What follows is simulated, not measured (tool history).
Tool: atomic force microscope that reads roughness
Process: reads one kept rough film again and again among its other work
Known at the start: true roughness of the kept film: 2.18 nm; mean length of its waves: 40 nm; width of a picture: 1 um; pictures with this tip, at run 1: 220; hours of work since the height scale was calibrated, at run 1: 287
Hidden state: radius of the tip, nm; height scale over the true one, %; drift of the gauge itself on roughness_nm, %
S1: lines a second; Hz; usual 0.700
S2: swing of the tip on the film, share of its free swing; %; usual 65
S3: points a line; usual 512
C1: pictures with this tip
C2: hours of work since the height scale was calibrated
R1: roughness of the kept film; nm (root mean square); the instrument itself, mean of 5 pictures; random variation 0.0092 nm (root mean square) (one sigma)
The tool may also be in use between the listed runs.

run	hour	S1	S2	S3	C1	C2	R1
1	0.0	0.700	65	512	220	287	1.939
2	5.2	0.700	65	512	231	291	1.946
3	10.8	0.700	65	512	243	295	1.926
4	21.9	0.700	85	512	266	303	1.900
5	31.0	0.700	85	331	286	310	1.869
6	40.2	0.700	85	331	305	317	1.851
7	47.9	0.700	85	331	322	323	1.847
# hour 51.1: new tip fitted
8	59.0	0.700	65	512	16	330	2.066
9	64.8	0.700	65	512	29	335	2.068
10	71.0	0.700	65	512	42	339	2.057
11	81.1	0.700	65	512	64	347	2.033
12	86.2	0.700	65	469	74	351	2.024
13	91.1	2.323	57	474	85	354	2.002
14	101.5	0.700	77	1023	107	362	1.992
15	106.6	1.085	74	574	118	366	1.974
16	117.1	1.085	74	574	140	374	1.953
17	122.5	0.980	74	574	152	378	1.949
18	132.3	1.877	74	498	173	385	1.898
19	139.7	0.585	76	533	189	391	1.921
20	146.9	0.585	76	533	204	396	1.928
21	156.0	0.700	65	321	224	403	1.939
22	165.1	0.700	65	321	243	410	1.929
23	172.3	0.700	61	801	258	415	1.932
24	180.5	0.582	65	728	276	421	1.896

Forecast each of these 4 alternatives for the next run:
A	187.9	1.275	76	311	292	427	?
B	187.9	2.357	65	508	292	427	?
C	187.9	0.521	65	341	292	427	?
D	187.9	3.084	75	599	292	427	?

run	R1
A	1.833
B	1.845
C	1.908
D	1.773
Without the tool's hidden state the same runs would have given:
run	R1
A	2.013
B	2.027
C	2.096
D	1.947

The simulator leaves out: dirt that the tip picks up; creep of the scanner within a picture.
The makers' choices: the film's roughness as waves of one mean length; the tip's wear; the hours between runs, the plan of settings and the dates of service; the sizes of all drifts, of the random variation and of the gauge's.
